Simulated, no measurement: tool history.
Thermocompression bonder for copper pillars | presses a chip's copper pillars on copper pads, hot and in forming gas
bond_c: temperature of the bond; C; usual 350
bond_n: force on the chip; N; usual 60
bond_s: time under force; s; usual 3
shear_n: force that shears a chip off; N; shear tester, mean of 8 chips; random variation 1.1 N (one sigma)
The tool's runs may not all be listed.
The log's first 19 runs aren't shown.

| run | hour | bond_c | bond_n | bond_s | shear_n |
|---|---|---|---|---|---|
| 20 | 180 | 345 | 62 | 3 | 90.6 |
|  | 185.3 | force cell calibrated, once more |
| 21 | 191.5 | 357 | 52 | 6 | 103.7 |
| 22 | 202.9 | 357 | 45 | 6 | 92.6 |
| 23 | 209.8 | 357 | 45 | 6 | 92.2 |
| 24 | 219.2 | 379 | 88 | 4 | 124 |
| 25 | 228.5 | 321 | 60 | 3 | 79.2 |
| 26 | 235.6 | 368 | 56 | 2 | 84.9 |
| 27 | 246.8 | 342 | 59 | 7 | 104.3 |
| 28 | 252.8 | 342 | 59 | 7 | 104.7 |
| 29 | 263.7 | 350 | 45 | 2 | 61.4 |
| 30 | 273.1 | 350 | 45 | 2 | 63.1 |
| 31 | 282.2 | 350 | 60 | 6 | 105.8 |
| 32 | 291 | 326 | 49 | 3 | 66.3 |
| 33 | 298.5 | 326 | 49 | 3 | 67.9 |
| 34 | 305.2 | 353 | 40 | 2 | 57.8 |
| 35 | 310.9 | 353 | 40 | 2 | 57.1 |
| 36 | 316.2 | 326 | 54 | 9 | 98 |
| 37 | 321.4 | 326 | 54 | 9 | 96 |
| 38 | 333.4 | 350 | 60 | 2 | 79.1 |

Forecast each of these 3 alternatives for the next run:
| A | 345.6 | 330 | 50 | 2 | ? |
| B | 345.6 | 361 | 60 | 2 | ? |
| C | 345.6 | 350 | 60 | 6 | ? |

| run | shear_n |
|---|---|
| A | 58.7 |
| B | 85.5 |
| C | 104.7 |
Without the tool's hidden state the same runs would have given:
| run | shear_n |
|---|---|
| A | 62 |
| B | 90.8 |
| C | 111.4 |
